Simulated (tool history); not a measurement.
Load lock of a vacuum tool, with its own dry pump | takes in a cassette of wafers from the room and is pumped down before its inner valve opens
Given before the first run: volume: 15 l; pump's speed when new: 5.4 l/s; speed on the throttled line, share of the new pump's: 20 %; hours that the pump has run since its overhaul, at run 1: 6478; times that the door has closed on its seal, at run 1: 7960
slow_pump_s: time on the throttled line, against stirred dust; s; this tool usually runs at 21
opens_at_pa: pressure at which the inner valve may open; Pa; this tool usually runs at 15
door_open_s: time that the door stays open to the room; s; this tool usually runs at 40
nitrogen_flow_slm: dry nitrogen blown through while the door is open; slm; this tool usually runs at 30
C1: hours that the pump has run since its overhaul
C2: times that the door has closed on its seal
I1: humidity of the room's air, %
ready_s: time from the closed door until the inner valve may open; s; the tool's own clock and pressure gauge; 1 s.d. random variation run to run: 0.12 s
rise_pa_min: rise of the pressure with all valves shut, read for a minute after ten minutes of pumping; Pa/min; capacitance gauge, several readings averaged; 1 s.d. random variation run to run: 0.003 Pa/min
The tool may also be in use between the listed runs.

Run 1, hour 0.0: usual settings; C1 6478; C2 7960; I1 49.7. Result: ready_s 42.2 s, rise_pa_min 0.061 Pa/min.
Run 2, hour 544.1: usual settings; C1 7022; C2 10661; I1 44.7. Result: ready_s 42.3 s, rise_pa_min 0.064 Pa/min.
Run 3, hour 816.5: usual settings; C1 7294; C2 12013; I1 44.9. Result: ready_s 41.9 s, rise_pa_min 0.065 Pa/min.
Run 4, hour 1064.0: usual settings; C1 7542; C2 13242; I1 46.1. Result: ready_s 42.4 s, rise_pa_min 0.069 Pa/min.
Run 5, hour 1350.9: usual settings but door_open_s 41 s; C1 7829; C2 14666; I1 46.0. Result: ready_s 42.4 s, rise_pa_min 0.076 Pa/min.
Run 6, hour 1586.6: usual settings but door_open_s 41 s; C1 8064; C2 15836; I1 43.9. Result: ready_s 42.4 s, rise_pa_min 0.071 Pa/min.
Run 7, hour 1965.2: usual settings but slow_pump_s 19 s; C1 8443; C2 17715; I1 45.7. Result: ready_s 40.7 s, rise_pa_min 0.081 Pa/min.
Run 8, hour 2310.1: usual settings but slow_pump_s 19 s; C1 8788; C2 19427; I1 47.0. Result: ready_s 40.9 s, rise_pa_min 0.085 Pa/min.
Run 9, hour 2804.2: usual settings but slow_pump_s 19 s; C1 9282; C2 21879; I1 42.8. Result: ready_s 41.1 s, rise_pa_min 0.093 Pa/min.
Run 10, hour 3294.1: usual settings but opens_at_pa 23 Pa; C1 9772; C2 24312; I1 47.3. Result: ready_s 41.3 s, rise_pa_min 0.107 Pa/min.
Run 11, hour 3673.6: usual settings; C1 10151; C2 26195; I1 43.4. Result: ready_s 42.8 s, rise_pa_min 0.113 Pa/min.
Run 12, hour 3996.3: usual settings; C1 10474; C2 27797; I1 44.5. Result: ready_s 42.4 s, rise_pa_min 0.112 Pa/min.
Run 13, hour 4506.2: usual settings; C1 10984; C2 30328; I1 46.4. Result: ready_s 42.9 s, rise_pa_min 0.131 Pa/min.
Run 14, hour 4982.0: usual settings but opens_at_pa 24 Pa; C1 11460; C2 32690; I1 45.2. Result: ready_s 41.5 s, rise_pa_min 0.143 Pa/min.
Run 15, hour 5450.6: usual settings but opens_at_pa 11 Pa; C1 11928; C2 35016; I1 41.1. Result: ready_s 44.0 s, rise_pa_min 0.145 Pa/min.
Run 16, hour 5873.4: usual settings but opens_at_pa 11 Pa; C1 12351; C2 37115; I1 44.3. Result: ready_s 44.1 s, rise_pa_min 0.161 Pa/min.
Run 17, hour 6370.0: usual settings but opens_at_pa 11 Pa; C1 12848; C2 39580; I1 44.1. Result: ready_s 43.9 s, rise_pa_min 0.166 Pa/min.
Run 18, hour 6803.4: usual settings but opens_at_pa 11 Pa; C1 13281; C2 41731; I1 42.6. Result: ready_s 43.8 s, rise_pa_min 0.177 Pa/min.
Run 19, hour 7292.1: usual settings; C1 13770; C2 44157; I1 45.3. Result: ready_s 43.0 s, rise_pa_min 0.198 Pa/min.
Run 20, hour 7636.4: usual settings but slow_pump_s 20 s, opens_at_pa 13 Pa, nitrogen_flow_slm 9 slm; C1 14114; C2 45866; I1 44.2. Result: ready_s 43.0 s, rise_pa_min 0.218 Pa/min.
At hour 7869.8: door's seal changed, seat wiped.
Run 21, hour 8019.0: usual settings but door_open_s 59 s, nitrogen_flow_slm 16 slm; C1 14495; C2 741; I1 46.2. Result: ready_s 43.6 s, rise_pa_min 0.066 Pa/min.
Run 22, hour 8533.8: usual settings but slow_pump_s 27 s; C1 15010; C2 3296; I1 44.1. Result: ready_s 48.1 s, rise_pa_min 0.045 Pa/min.
Run 23, hour 9039.2: usual settings but slow_pump_s 27 s; C1 15515; C2 5805; I1 45.7. Result: ready_s 48.2 s, rise_pa_min 0.051 Pa/min.
Run 24, hour 9545.8: usual settings but slow_pump_s 16 s, opens_at_pa 29 Pa, door_open_s 43 s; C1 16022; C2 8319; I1 44.0. Result: ready_s 37.4 s, rise_pa_min 0.050 Pa/min.
Run 25, hour 9771.3: usual settings but slow_pump_s 16 s, opens_at_pa 12 Pa, door_open_s 74 s; C1 16248; C2 9439; I1 45.9. Result: ready_s 40.4 s, rise_pa_min 0.074 Pa/min.
Run 26, hour 10081.7: usual settings but slow_pump_s 25 s, opens_at_pa 12 Pa, door_open_s 54 s; C1 16558; C2 10979; I1 48.0. Result: ready_s 47.3 s, rise_pa_min 0.063 Pa/min.
Run 27, hour 10359.2: usual settings but slow_pump_s 25 s, opens_at_pa 19 Pa, door_open_s 193 s, nitrogen_flow_slm 19 slm; C1 16835; C2 12357; I1 45.8. Result: ready_s 46.1 s, rise_pa_min 0.103 Pa/min.
Run 28, hour 10628.0: usual settings but opens_at_pa 28 Pa, door_open_s 59 s, nitrogen_flow_slm 21 slm; C1 17104; C2 13691; I1 47.5. Result: ready_s 41.6 s, rise_pa_min 0.079 Pa/min.
Run 29, hour 10896.1: usual settings but slow_pump_s 13 s, opens_at_pa 10 Pa, door_open_s 41 s, nitrogen_flow_slm 7 slm; C1 17372; C2 15022; I1 49.7. Result: ready_s 38.8 s, rise_pa_min 0.108 Pa/min.
Run 30, hour 11157.6: usual settings but slow_pump_s 20 s, opens_at_pa 16 Pa, door_open_s 230 s, nitrogen_flow_slm 11 slm; C1 17634; C2 16320; I1 43.6. Result: ready_s 42.9 s, rise_pa_min 0.138 Pa/min.
Run 31, hour 11533.0: usual settings but slow_pump_s 20 s, opens_at_pa 16 Pa, door_open_s 59 s, nitrogen_flow_slm 11 slm; C1 18009; C2 18183; I1 46.5. Result: ready_s 43.0 s, rise_pa_min 0.108 Pa/min.
At hour 11931.7: dry pump taken out, an overhauled one fitted.
Run 32, hour 12053.0: usual settings but slow_pump_s 20 s, opens_at_pa 16 Pa, door_open_s 59 s, nitrogen_flow_slm 11 slm; C1 121; C2 20735; I1 44.5. Result: ready_s 40.3 s, rise_pa_min 0.111 Pa/min.
Run 33, hour 12373.0: usual settings but slow_pump_s 20 s, opens_at_pa 16 Pa, door_open_s 59 s, nitrogen_flow_slm 11 slm; C1 441; C2 22323; I1 46.3. Result: ready_s 40.5 s, rise_pa_min 0.125 Pa/min.
Run 34, hour 12850.6: usual settings but slow_pump_s 20 s, opens_at_pa 16 Pa, door_open_s 59 s, nitrogen_flow_slm 11 slm; C1 919; C2 24694; I1 43.7. Result: ready_s 40.6 s, rise_pa_min 0.128 Pa/min.
Run 35, hour 13163.7: usual settings but slow_pump_s 16 s, door_open_s 50 s; C1 1232; C2 26248; I1 46.3. Result: ready_s 37.5 s, rise_pa_min 0.117 Pa/min.
Run 36, hour 13446.6: usual settings but slow_pump_s 16 s, door_open_s 50 s; C1 1515; C2 27652; I1 45.6. Result: ready_s 37.7 s, rise_pa_min 0.121 Pa/min.
Run 37, hour 13709.3: usual settings but door_open_s 234 s, nitrogen_flow_slm 9 slm; C1 1778; C2 28956; I1 44.1. Result: ready_s 41.9 s, rise_pa_min 0.187 Pa/min.

Pick out some run-to-run changes in ready_s. Of each, how much would a tool without hidden state show as well, from the settings, what came in and chance, and how much is left for the hidden state and any gauge scatter not in both results compared?
What the log doesn't record here: pump's speed, % of a new pump's; leak at the door's seal, Pa l/s; drift of the gauge itself on ready_s, %; drift of the gauge itself on rise_pa_min, %.
Run 21 -> 22: slow_pump_s 21 -> 27, door_open_s 59 -> 40, nitrogen_flow_slm 16 -> 30. ready_s +4.5 s: hidden state -0.1, all else +4.6.
Run 23 -> 24: slow_pump_s 27 -> 16, opens_at_pa 15 -> 29, door_open_s 40 -> 43. ready_s -10.8 s: hidden state +0.1, all else -10.9.
Run 24 -> 25: opens_at_pa 29 -> 12, door_open_s 43 -> 74. ready_s +3.0 s: hidden state +0.3, all else +2.7.
Run 25 -> 26: slow_pump_s 16 -> 25, door_open_s 74 -> 54. ready_s +6.9 s: hidden state -0.2, all else +7.1.
Run 28 -> 29: slow_pump_s 21 -> 13, opens_at_pa 28 -> 10, door_open_s 59 -> 41, nitrogen_flow_slm 21 -> 7. ready_s -2.8 s: hidden state +0.6, all else -3.4.
Run 31 -> 32: dry pump taken out, an overhauled one fitted. ready_s -2.7 s: hidden state -2.3, all else -0.4.

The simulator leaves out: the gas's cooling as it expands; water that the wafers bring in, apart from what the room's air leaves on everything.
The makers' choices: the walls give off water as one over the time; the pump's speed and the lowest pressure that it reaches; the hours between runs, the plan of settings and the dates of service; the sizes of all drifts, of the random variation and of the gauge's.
